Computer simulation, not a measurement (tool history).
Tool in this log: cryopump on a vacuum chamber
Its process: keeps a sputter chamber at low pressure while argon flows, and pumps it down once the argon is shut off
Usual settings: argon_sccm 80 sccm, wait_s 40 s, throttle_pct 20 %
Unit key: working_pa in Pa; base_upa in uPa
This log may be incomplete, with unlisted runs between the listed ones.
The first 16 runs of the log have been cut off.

| run | day | argon_sccm | wait_s | throttle_pct | hours of work since the pump was warmed up and emptied | hours of work since the cold head was overhauled | hours of work since the chamber's fittings were tightened | working_pa | base_upa |
|---|---|---|---|---|---|---|---|---|---|
| 17 | 19.962 | 80 | 40 | 20 | 87 | 530 | 2923 | 0.7562 | 5.63 |
| 18 | 21.600 | 80 | 40 | 20 | 111 | 554 | 2946 | 0.7563 | 5.68 |
| 19 | 23.021 | 80 | 31 | 52 | 131 | 575 | 2967 | 0.3018 | 6.42 |
| 20 | 23.921 | 80 | 31 | 52 | 144 | 588 | 2980 | 0.3053 | 6.34 |
| 21 | 25.208 | 80 | 31 | 52 | 163 | 607 | 2999 | 0.3059 | 6.43 |
| 22 | 26.029 | 80 | 277 | 57 | 175 | 618 | 3011 | 0.2836 | 4.12 |
| 23 | 26.912 | 105 | 277 | 19 | 188 | 631 | 3024 | 1.0529 | 4.12 |
| 24 | 28.550 | 44 | 120 | 34 | 212 | 655 | 3047 | 0.2563 | 4.71 |
| 25 | 29.567 | 45 | 89 | 44 | 226 | 670 | 3062 | 0.2060 | 4.84 |
| 26 | 30.804 | 80 | 35 | 20 | 244 | 688 | 3080 | 0.7677 | 6.47 |
| 27 | 32.142 | 80 | 61 | 33 | 264 | 707 | 3099 | 0.4835 | 5.48 |
| 28 | 33.462 | 153 | 71 | 32 | 283 | 726 | 3119 | 0.9590 | 5.42 |
| 29 | 34.275 | 80 | 66 | 20 | 295 | 738 | 3131 | 0.7830 | 5.67 |
| 30 | 35.804 | 77 | 44 | 18 | 317 | 760 | 3153 | 0.8293 | 6.33 |
| 31 | 36.658 | 33 | 23 | 19 | 329 | 773 | 3165 | 0.3396 | 8.24 |
| 32 | 38.158 | 81 | 60 | 17 | 351 | 795 | 3187 | 0.9352 | 5.95 |
| 33 | 39.467 | 81 | 60 | 17 | 370 | 814 | 3206 | 0.9376 | 6.20 |

Predict each of these 5 candidate next runs independently; none follows another, all start after run 33:
| A | 40.850 | 81 | 127 | 17 | 390 | 834 | 3226 | ? | ? |
| B | 40.850 | 81 | 60 | 21 | 390 | 834 | 3226 | ? | ? |
| C | 40.850 | 58 | 110 | 23 | 390 | 834 | 3226 | ? | ? |
| D | 40.850 | 75 | 48 | 20 | 390 | 834 | 3226 | ? | ? |
| E | 40.850 | 97 | 40 | 20 | 390 | 834 | 3226 | ? | ? |

| run | working_pa | base_upa |
|---|---|---|
| A | 0.9397 | 5.48 |
| B | 0.7732 | 6.21 |
| C | 0.5092 | 5.54 |
| D | 0.7469 | 6.80 |
| E | 0.9678 | 6.98 |
Had the tool no hidden state, the same runs would have come out as:
| run | working_pa | base_upa |
|---|---|---|
| A | 0.8790 | 0.97 |
| B | 0.7124 | 1.74 |
| C | 0.4657 | 1.08 |
| D | 0.6908 | 2.18 |
| E | 0.8951 | 2.50 |
